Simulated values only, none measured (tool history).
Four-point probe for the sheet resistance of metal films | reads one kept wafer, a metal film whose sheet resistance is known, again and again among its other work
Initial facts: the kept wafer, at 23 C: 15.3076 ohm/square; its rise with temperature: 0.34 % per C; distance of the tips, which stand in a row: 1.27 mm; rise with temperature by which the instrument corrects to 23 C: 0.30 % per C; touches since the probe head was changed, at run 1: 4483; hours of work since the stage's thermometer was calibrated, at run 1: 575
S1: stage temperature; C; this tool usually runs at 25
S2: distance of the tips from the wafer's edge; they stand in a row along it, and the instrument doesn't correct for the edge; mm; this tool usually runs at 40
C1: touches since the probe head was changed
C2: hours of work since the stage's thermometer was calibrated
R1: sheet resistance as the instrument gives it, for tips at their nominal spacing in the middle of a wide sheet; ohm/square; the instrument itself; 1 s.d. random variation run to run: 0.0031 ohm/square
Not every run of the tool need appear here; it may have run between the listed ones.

Run 1, hour 0: usual settings; C1 4483; C2 575. Result: R1 15.306272 ohm/square.
Run 2, hour 13.9: usual settings; C1 4725; C2 582. Result: R1 15.305562 ohm/square.
Run 3, hour 28.2: usual settings; C1 4976; C2 589. Result: R1 15.311447 ohm/square.
Run 4, hour 35: usual settings; C1 5094; C2 592. Result: R1 15.303929 ohm/square.
Run 5, hour 41.7: usual settings; C1 5211; C2 595. Result: R1 15.304477 ohm/square.
Run 6, hour 54.6: usual settings; C1 5437; C2 601. Result: R1 15.305252 ohm/square.
Run 7, hour 64.7: usual settings; C1 5614; C2 606. Result: R1 15.312503 ohm/square.
Run 8, hour 76.6: usual settings; C1 5821; C2 611. Result: R1 15.307171 ohm/square.
Run 9, hour 88.6: usual settings; C1 6031; C2 617. Result: R1 15.303367 ohm/square.
Run 10, hour 100.5: usual settings but S1 29 C; C1 6239; C2 622. Result: R1 15.330226 ohm/square.
Run 11, hour 109.2: usual settings but S2 28 mm; C1 6391; C2 626. Result: R1 15.315808 ohm/square.
Run 12, hour 121.3: usual settings but S2 28 mm; C1 6604; C2 632. Result: R1 15.313602 ohm/square.
Run 13, hour 128.9: usual settings but S2 28 mm; C1 6736; C2 636. Result: R1 15.310492 ohm/square.
Run 14, hour 139.7: usual settings but S2 28 mm; C1 6924; C2 641. Result: R1 15.310717 ohm/square.
Run 15, hour 149.7: usual settings but S2 28 mm; C1 7098; C2 645. Result: R1 15.310734 ohm/square.
Run 16, hour 157.8: usual settings but S2 28 mm; C1 7241; C2 649. Result: R1 15.314187 ohm/square.
Run 17, hour 170.7: usual settings but S2 28 mm; C1 7467; C2 655. Result: R1 15.307502 ohm/square.
Run 18, hour 177.8: usual settings but S2 28 mm; C1 7590; C2 658. Result: R1 15.309976 ohm/square.
Run 19, hour 188: usual settings but S1 27 C, S2 4 mm; C1 7768; C2 663. Result: R1 16.09344 ohm/square.

Forecast run 20:
Run 20, hour 198.3: usual settings but S1 33 C; C1 7949; C2 668. Result: R1 ?.

{"run 20": {"R1": 15.356323}}
If the tool had no hidden condition, the same run with the same run-to-run variation would have returned R1 15.383664 ohm/square.
